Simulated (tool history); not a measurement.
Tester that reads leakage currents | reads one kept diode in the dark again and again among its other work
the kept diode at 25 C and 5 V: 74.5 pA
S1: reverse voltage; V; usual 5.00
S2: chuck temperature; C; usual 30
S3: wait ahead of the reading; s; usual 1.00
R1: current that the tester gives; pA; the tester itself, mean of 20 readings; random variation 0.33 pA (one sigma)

run    hour    S1  S2    S3      R1
  1     0.0  5.00  30  1.00  119.07
  2   197.7  5.00  30  1.00  119.54
  3   375.9  5.00  30  1.00  121.91
      391.6  -- chuck's temperature calibrated
  4   522.2  5.00  30  1.00  116.67
  5   711.8  5.00  30  1.00  119.11
  6   903.2  5.00  30  1.00  120.17
  7  1040.4  5.00  30  1.00  122.05
  8  1157.9  5.00  30  1.00  123.86
  9  1269.0  5.00  30  0.91  124.04
     1426.2  -- chuck's temperature calibrated
 10  1436.6  1.05  30  1.00   46.62
     1499.1  -- probe card cleaned and baked
 11  1553.4  1.05  30  1.00   45.44
 12  1694.5  1.05  46  1.00  145.43
 13  1918.4  1.05  46  1.00  146.47
 14  2051.0  5.00  57  1.00  736.43
 15  2275.6  5.00  57  1.00  746.51
 16  2398.6  5.00  57  0.57  754.24
     2466.4  -- chuck's temperature calibrated
 17  2645.9  5.00  57  0.57  728.11
 18  2841.1  2.17  57  0.57  460.65
 19  2967.4  2.37  57  0.57  490.97
 20  3097.2  5.00  30  0.88  118.00
 21  3308.9  5.00  30  0.88  119.79
 22  3477.4  5.00  28  1.00  105.26
     3502.6  -- chuck's temperature calibrated
 23  3630.9  3.32  58  1.03  616.55
 24  3814.9  2.09  33  0.64   87.54
 25  3971.7  2.65  35  1.82  117.01
 26  4194.9  2.65  35  1.82  118.43
 27  4381.6  2.65  40  1.82  171.84
     4536.3  -- chuck's temperature calibrated
 28  4621.7  6.40  26  1.46  102.76
 29  4757.4  6.40  26  1.46  104.24
     4885.0  -- probe card cleaned and baked
 30  4940.1  6.40  26  1.46   95.01
 31  5135.1  7.43  26  0.85  105.46
 32  5342.7  7.43  26  0.85  107.57
 33  5511.0  7.55  42  1.88  351.12
     5573.9  -- chuck's temperature calibrated
 34  5672.8  5.00  51  3.91  483.85
 35  5813.0  5.52  35  1.00  171.02
 36  5965.1  9.69  24  0.51  106.77
 37  6096.2  1.90  30  8.07   65.78
 38  6258.6  1.90  30  8.07   66.28
 39  6454.7  7.61  30  9.60  150.12

3 ways to go on from here, each from the tool as it stands after run 39. What would each give?
  A  6582.9   1.01  37  1.91   ?
  B  6582.9  13.16  50  6.90   ?
  C  6582.9  11.85  35  1.00   ?

run      R1
  A   79.04
  B  824.01
  C  282.23
Without the tool's hidden state the same runs would have given:
run      R1
  A   75.08
  B  784.55
  C  260.91

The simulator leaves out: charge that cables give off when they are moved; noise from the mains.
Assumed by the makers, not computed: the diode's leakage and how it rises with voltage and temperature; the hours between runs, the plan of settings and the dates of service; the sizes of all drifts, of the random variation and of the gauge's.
